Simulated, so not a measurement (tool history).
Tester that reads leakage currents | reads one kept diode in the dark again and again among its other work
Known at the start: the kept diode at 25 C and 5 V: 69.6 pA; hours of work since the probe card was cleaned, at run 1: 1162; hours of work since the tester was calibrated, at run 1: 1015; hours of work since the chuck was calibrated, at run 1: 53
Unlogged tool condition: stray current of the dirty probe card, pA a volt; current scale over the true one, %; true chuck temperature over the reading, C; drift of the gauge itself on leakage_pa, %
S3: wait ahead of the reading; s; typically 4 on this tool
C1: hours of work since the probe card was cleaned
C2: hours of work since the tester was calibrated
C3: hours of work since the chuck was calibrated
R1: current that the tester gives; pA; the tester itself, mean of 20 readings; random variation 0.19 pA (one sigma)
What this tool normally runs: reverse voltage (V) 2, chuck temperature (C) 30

run 1 hour=0 | reverse_voltage_(V)=2 chuck_temperature_(C)=30 S3=4 | C1=1162 C2=1015 C3=53 | R1=64.24
run 2 hour=26.8 | reverse_voltage_(V)=2 chuck_temperature_(C)=30 S3=4 | C1=1174 C2=1026 C3=65 | R1=63.84
run 3 hour=72.2 | reverse_voltage_(V)=4.1 chuck_temperature_(C)=30 S3=4 | C1=1193 C2=1046 C3=84 | R1=97.33
run 4 hour=111.1 | reverse_voltage_(V)=4.1 chuck_temperature_(C)=30 S3=4 | C1=1210 C2=1062 C3=101 | R1=97.76
run 5 hour=163.3 | reverse_voltage_(V)=2 chuck_temperature_(C)=30 S3=4 | C1=1232 C2=1085 C3=124 | R1=64.9
run 6 hour=211.2 | reverse_voltage_(V)=2 chuck_temperature_(C)=30 S3=4 | C1=1253 C2=1105 C3=144 | R1=65.15
run 7 hour=244.7 | reverse_voltage_(V)=2 chuck_temperature_(C)=30 S3=4 | C1=1267 C2=1120 C3=159 | R1=64.97
run 8 hour=285.1 | reverse_voltage_(V)=2 chuck_temperature_(C)=30 S3=4 | C1=1285 C2=1137 C3=176 | R1=65.58
-- hour=291.2 probe card cleaned and baked
run 9 hour=337.1 | reverse_voltage_(V)=2 chuck_temperature_(C)=30 S3=0.48 | C1=20 C2=1158 C3=197 | R1=66.2
run 10 hour=363.3 | reverse_voltage_(V)=2 chuck_temperature_(C)=21 S3=4 | C1=31 C2=1170 C3=208 | R1=32.58
run 11 hour=421.4 | reverse_voltage_(V)=2 chuck_temperature_(C)=30 S3=4 | C1=56 C2=1195 C3=233 | R1=66.12
run 12 hour=479.1 | reverse_voltage_(V)=2 chuck_temperature_(C)=30 S3=4 | C1=81 C2=1219 C3=258 | R1=66.45
run 13 hour=524.3 | reverse_voltage_(V)=2 chuck_temperature_(C)=30 S3=4 | C1=100 C2=1239 C3=278 | R1=66.95
run 14 hour=572.8 | reverse_voltage_(V)=2 chuck_temperature_(C)=44 S3=4 | C1=121 C2=1260 C3=299 | R1=190.23
run 15 hour=604.8 | reverse_voltage_(V)=6.12 chuck_temperature_(C)=44 S3=4 | C1=135 C2=1274 C3=312 | R1=361.53
run 16 hour=631.3 | reverse_voltage_(V)=6.12 chuck_temperature_(C)=44 S3=4 | C1=146 C2=1285 C3=324 | R1=363.53
run 17 hour=661.4 | reverse_voltage_(V)=16.34 chuck_temperature_(C)=24 S3=1.62 | C1=159 C2=1298 C3=337 | R1=150.17
-- hour=667.4 probe card cleaned and baked, once more
run 18 hour=717.6 | reverse_voltage_(V)=1.18 chuck_temperature_(C)=24 S3=0.83 | C1=22 C2=1321 C3=360 | R1=30.17
run 19 hour=774.5 | reverse_voltage_(V)=1.18 chuck_temperature_(C)=24 S3=0.83 | C1=46 C2=1345 C3=384 | R1=30.4
run 20 hour=814.2 | reverse_voltage_(V)=16.65 chuck_temperature_(C)=30 S3=7.86 | C1=63 C2=1362 C3=401 | R1=222.21
run 21 hour=842.9 | reverse_voltage_(V)=16.65 chuck_temperature_(C)=30 S3=7.86 | C1=76 C2=1375 C3=414 | R1=223.17
run 22 hour=906.8 | reverse_voltage_(V)=16.65 chuck_temperature_(C)=30 S3=7.86 | C1=103 C2=1402 C3=441 | R1=223.19
run 23 hour=953 | reverse_voltage_(V)=16.65 chuck_temperature_(C)=30 S3=7.86 | C1=123 C2=1422 C3=461 | R1=225.67
run 24 hour=996.9 | reverse_voltage_(V)=2.09 chuck_temperature_(C)=30 S3=0.58 | C1=142 C2=1441 C3=480 | R1=69.39
run 25 hour=1029.6 | reverse_voltage_(V)=2.09 chuck_temperature_(C)=30 S3=0.58 | C1=156 C2=1455 C3=494 | R1=69.52
run 26 hour=1089.1 | reverse_voltage_(V)=1.31 chuck_temperature_(C)=48 S3=0.67 | C1=181 C2=1481 C3=519 | R1=203.74
run 27 hour=1123.8 | reverse_voltage_(V)=1.31 chuck_temperature_(C)=48 S3=0.67 | C1=196 C2=1496 C3=534 | R1=204.78
run 28 hour=1152.8 | reverse_voltage_(V)=2 chuck_temperature_(C)=38 S3=2.26 | C1=209 C2=1508 C3=547 | R1=126.69
run 29 hour=1192.2 | reverse_voltage_(V)=6.44 chuck_temperature_(C)=42 S3=2.48 | C1=226 C2=1525 C3=564 | R1=329.65
run 30 hour=1236.3 | reverse_voltage_(V)=6.44 chuck_temperature_(C)=42 S3=2.48 | C1=245 C2=1544 C3=583 | R1=331.74

Describe how what the log doesn't record of the tool's condition differs between the last listed run preceding each entry between runs and the first listed run following it.
Between runs 8 and 9: probe card cleaned and baked (hour 291.2)
  stray current of the dirty probe card, pA a volt: 0.72 -> 0.901; current scale over the true one, %: 0.81 -> 0.83; true chuck temperature over the reading, C: 0.28 -> 0.31
  measured less the result without the state, R1: +3.31 -> +3.85 pA
Between runs 17 and 18: probe card cleaned and baked, once more (hour 667.4)
  stray current of the dirty probe card, pA a volt: 0.977 -> 0.033; current scale over the true one, %: 0.93 -> 0.95; true chuck temperature over the reading, C: 0.6 -> 0.64
  measured less the result without the state, R1: +23.24 -> +1.83 pA
